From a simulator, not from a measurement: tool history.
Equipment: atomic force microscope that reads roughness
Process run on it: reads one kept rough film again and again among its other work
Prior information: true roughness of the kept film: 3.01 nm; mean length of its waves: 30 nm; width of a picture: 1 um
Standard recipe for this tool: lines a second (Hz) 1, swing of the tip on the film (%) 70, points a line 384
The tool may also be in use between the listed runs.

run	hour	lines a second (Hz)	swing of the tip on the film (%)	points a line	roughness of the kept film (nm (root mean square))
1	0	1	70	384	2.676
2	55.7	1	70	384	2.692
# hour 85.2: new tip fitted
3	119	1	70	384	2.666
4	156.7	1	70	384	2.674
# hour 190.8: new tip fitted
5	191.7	1	70	384	2.688
6	232.2	1	70	384	2.662
7	272.4	2.91	72	469	2.555
# hour 294.6: new tip fitted
8	321.6	0.56	72	415	2.713
9	370	0.56	79	766	2.728
# hour 399.8: new tip fitted
10	424.4	0.56	79	305	2.661
11	472.9	0.63	79	305	2.664

Forecast each of these 5 alternatives for the next run:
# hour 506.9: new tip fitted
A	541.1	2.18	58	505	?
# hour 506.9: new tip fitted
B	541.1	0.52	70	310	?
# hour 506.9: new tip fitted
C	541.1	3.38	59	612	?
# hour 506.9: new tip fitted
D	541.1	0.63	67	305	?
# hour 506.9: new tip fitted
E	541.1	2.85	79	305	?

run	roughness of the kept film (nm (root mean square))
A	2.691
B	2.706
C	2.657
D	2.709
E	2.497
Take away the tool's hidden state, keep each run's random variation, and the runs would have read:
run	roughness of the kept film (nm (root mean square))
A	2.696
B	2.71
C	2.661
D	2.713
E	2.501

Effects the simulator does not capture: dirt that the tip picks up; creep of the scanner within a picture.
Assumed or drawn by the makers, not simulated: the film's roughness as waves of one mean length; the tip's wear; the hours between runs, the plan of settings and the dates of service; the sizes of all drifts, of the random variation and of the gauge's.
